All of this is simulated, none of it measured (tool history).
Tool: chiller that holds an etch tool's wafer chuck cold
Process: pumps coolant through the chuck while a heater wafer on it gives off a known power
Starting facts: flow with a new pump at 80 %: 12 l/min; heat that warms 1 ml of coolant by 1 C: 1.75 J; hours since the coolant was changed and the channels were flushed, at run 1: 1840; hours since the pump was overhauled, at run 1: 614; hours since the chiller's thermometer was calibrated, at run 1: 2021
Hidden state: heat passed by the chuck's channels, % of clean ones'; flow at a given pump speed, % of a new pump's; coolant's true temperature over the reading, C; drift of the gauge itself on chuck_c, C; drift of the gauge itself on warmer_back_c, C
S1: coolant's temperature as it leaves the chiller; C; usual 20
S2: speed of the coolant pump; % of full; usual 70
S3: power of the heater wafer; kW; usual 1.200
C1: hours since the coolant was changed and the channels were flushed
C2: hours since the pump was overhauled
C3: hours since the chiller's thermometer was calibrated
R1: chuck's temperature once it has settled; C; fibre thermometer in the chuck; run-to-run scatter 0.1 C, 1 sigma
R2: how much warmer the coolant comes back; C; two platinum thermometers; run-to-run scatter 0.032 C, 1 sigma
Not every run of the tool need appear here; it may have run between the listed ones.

run 1 hour=0.0 | S1=20 S2=70 S3=1.200 | C1=1840 C2=614 C3=2021 | R1=29.1 R2=4.10
run 2 hour=42.1 | S1=20 S2=70 S3=1.200 | C1=1882 C2=656 C3=2063 | R1=29.0 R2=4.05
run 3 hour=67.8 | S1=20 S2=70 S3=1.200 | C1=1907 C2=681 C3=2089 | R1=29.1 R2=4.08
run 4 hour=87.4 | S1=20 S2=70 S3=1.200 | C1=1927 C2=701 C3=2108 | R1=29.2 R2=4.12
run 5 hour=107.3 | S1=20 S2=70 S3=1.200 | C1=1947 C2=721 C3=2128 | R1=29.2 R2=4.12
run 6 hour=150.4 | S1=20 S2=70 S3=1.200 | C1=1990 C2=764 C3=2171 | R1=29.2 R2=4.14
run 7 hour=182.0 | S1=20 S2=70 S3=1.200 | C1=2022 C2=796 C3=2203 | R1=29.3 R2=4.15
run 8 hour=204.2 | S1=20 S2=70 S3=1.200 | C1=2044 C2=818 C3=2225 | R1=29.3 R2=4.10
run 9 hour=226.7 | S1=10 S2=70 S3=1.200 | C1=2066 C2=840 C3=2248 | R1=19.3 R2=4.18
run 10 hour=257.0 | S1=10 S2=70 S3=1.200 | C1=2097 C2=871 C3=2278 | R1=19.2 R2=4.15
run 11 hour=302.7 | S1=18 S2=70 S3=0.751 | C1=2142 C2=916 C3=2323 | R1=23.5 R2=2.62
run 12 hour=326.4 | S1=28 S2=67 S3=0.715 | C1=2166 C2=940 C3=2347 | R1=33.5 R2=2.61
run 13 hour=364.8 | S1=15 S2=70 S3=0.715 | C1=2204 C2=978 C3=2386 | R1=20.2 R2=2.46
run 14 hour=399.0 | S1=20 S2=61 S3=0.660 | C1=2239 C2=1013 C3=2420 | R1=25.5 R2=2.65
run 15 hour=424.1 | S1=28 S2=66 S3=1.071 | C1=2264 C2=1038 C3=2445 | R1=37.0 R2=3.95
run 16 hour=452.9 | S1=20 S2=61 S3=0.877 | C1=2293 C2=1067 C3=2474 | R1=27.7 R2=3.59
run 17 hour=487.0 | S1=20 S2=71 S3=0.656 | C1=2327 C2=1101 C3=2508 | R1=24.9 R2=2.23
run 18 hour=514.1 | S1=20 S2=61 S3=0.817 | C1=2354 C2=1128 C3=2535 | R1=27.3 R2=3.30
run 19 hour=538.6 | S1=20 S2=61 S3=0.817 | C1=2378 C2=1152 C3=2559 | R1=27.2 R2=3.34

Some steps in R1, run to run, broken into two amounts with sign: the step expected even without the hidden condition (settings, incoming material, random variation), and the rest, left for the hidden condition together with whatever gauge scatter is not in both the measured and the hidden-condition-free result:
Run 10 -> 11: S1 10 -> 18, S3 1.200 -> 0.751. R1 +4.3 C: hidden state -0.5, all else +4.8.
Run 12 -> 13: S1 28 -> 15, S2 67 -> 70. R1 -13.3 C: hidden state +0.0, all else -13.3.
